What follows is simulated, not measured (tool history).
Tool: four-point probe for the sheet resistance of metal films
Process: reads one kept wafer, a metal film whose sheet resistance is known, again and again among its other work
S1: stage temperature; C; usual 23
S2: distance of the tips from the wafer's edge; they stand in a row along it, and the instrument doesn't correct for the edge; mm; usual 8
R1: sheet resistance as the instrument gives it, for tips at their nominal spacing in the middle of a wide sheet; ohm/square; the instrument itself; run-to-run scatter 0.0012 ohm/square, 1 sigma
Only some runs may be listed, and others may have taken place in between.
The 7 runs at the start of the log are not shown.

| run | hour | S1 | S2 | R1 |
|---|---|---|---|---|
| 8 | 537.9 | 23 | 8 | 5.770318 |
| 9 | 617.5 | 23 | 8 | 5.770697 |
| 10 | 712.1 | 23 | 8 | 5.769393 |
| 11 | 809.2 | 23 | 8 | 5.770614 |
| 12 | 900.8 | 23 | 8 | 5.770869 |
| 13 | 1010.6 | 23 | 8 | 5.771414 |
| 14 | 1071.4 | 23 | 8 | 5.769882 |
| 15 | 1161.7 | 23 | 8 | 5.771348 |

What will run 16 give?
| 16 | 1233.5 | 23 | 24 | ? |

R1: 5.729436 ohm/square
The same run, on a tool lacking any hidden state, would have yielded R1 5.728431 ohm/square.

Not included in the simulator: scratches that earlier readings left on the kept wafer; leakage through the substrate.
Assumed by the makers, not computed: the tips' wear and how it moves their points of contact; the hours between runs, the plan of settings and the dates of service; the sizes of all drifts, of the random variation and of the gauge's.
